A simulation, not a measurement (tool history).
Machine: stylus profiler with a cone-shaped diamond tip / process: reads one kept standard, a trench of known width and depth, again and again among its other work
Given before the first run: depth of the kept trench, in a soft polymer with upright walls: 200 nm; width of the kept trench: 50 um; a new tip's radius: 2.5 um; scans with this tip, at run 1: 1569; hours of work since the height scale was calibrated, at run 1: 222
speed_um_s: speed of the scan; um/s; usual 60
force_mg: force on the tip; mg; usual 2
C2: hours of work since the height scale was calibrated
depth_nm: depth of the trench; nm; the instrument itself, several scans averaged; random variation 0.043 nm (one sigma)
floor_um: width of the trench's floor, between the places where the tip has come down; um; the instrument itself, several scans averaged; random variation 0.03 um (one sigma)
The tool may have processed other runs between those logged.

run 1 hour=0 | speed_um_s=60 force_mg=2 | scans_with_this_tip=1569 C2=222 | depth_nm=201.82 floor_um=47.65
run 2 hour=17.5 | speed_um_s=60 force_mg=2 | scans_with_this_tip=1637 C2=231 | depth_nm=201.82 floor_um=47.72
run 3 hour=32.9 | speed_um_s=60 force_mg=2 | scans_with_this_tip=1698 C2=240 | depth_nm=201.86 floor_um=47.68
run 4 hour=51.5 | speed_um_s=60 force_mg=2 | scans_with_this_tip=1772 C2=250 | depth_nm=201.85 floor_um=47.62
run 5 hour=65.5 | speed_um_s=60 force_mg=2 | scans_with_this_tip=1827 C2=258 | depth_nm=201.96 floor_um=47.67
run 6 hour=79.2 | speed_um_s=60 force_mg=0.79 | scans_with_this_tip=1881 C2=266 | depth_nm=201.07 floor_um=47.44
run 7 hour=97.3 | speed_um_s=22 force_mg=1.28 | scans_with_this_tip=1952 C2=276 | depth_nm=201.45 floor_um=47.82
run 8 hour=115.2 | speed_um_s=49 force_mg=2.18 | scans_with_this_tip=2023 C2=286 | depth_nm=201.98 floor_um=47.72
-- hour=117.8 height scale calibrated on a step standard
run 9 hour=135.9 | speed_um_s=19 force_mg=2.09 | scans_with_this_tip=2102 C2=10 | depth_nm=202.02 floor_um=47.84
run 10 hour=154.1 | speed_um_s=19 force_mg=2.09 | scans_with_this_tip=2174 C2=20 | depth_nm=202.06 floor_um=47.83
run 11 hour=179.7 | speed_um_s=19 force_mg=2.09 | scans_with_this_tip=2275 C2=34 | depth_nm=202.01 floor_um=47.88
run 12 hour=198.9 | speed_um_s=53 force_mg=1.38 | scans_with_this_tip=2351 C2=45 | depth_nm=201.62 floor_um=47.6

Below are 3 alternative next runs, each starting from the tool's condition after run 12. Predict each:
run A hour=209.7 | speed_um_s=119 force_mg=2 | scans_with_this_tip=2393 C2=51 | depth_nm=? floor_um=?
run B hour=209.7 | speed_um_s=24 force_mg=0.69 | scans_with_this_tip=2393 C2=51 | depth_nm=? floor_um=?
run C hour=209.7 | speed_um_s=62 force_mg=0.79 | scans_with_this_tip=2393 C2=51 | depth_nm=? floor_um=?

run=A depth_nm=201.93 floor_um=47.39
run=B depth_nm=201.09 floor_um=47.7
run=C depth_nm=201.15 floor_um=47.53
With the hidden condition removed and each run's random variation left untouched, the same runs would have given:
run=A depth_nm=201.71 floor_um=47.52
run=B depth_nm=200.87 floor_um=47.82
run=C depth_nm=200.93 floor_um=47.65

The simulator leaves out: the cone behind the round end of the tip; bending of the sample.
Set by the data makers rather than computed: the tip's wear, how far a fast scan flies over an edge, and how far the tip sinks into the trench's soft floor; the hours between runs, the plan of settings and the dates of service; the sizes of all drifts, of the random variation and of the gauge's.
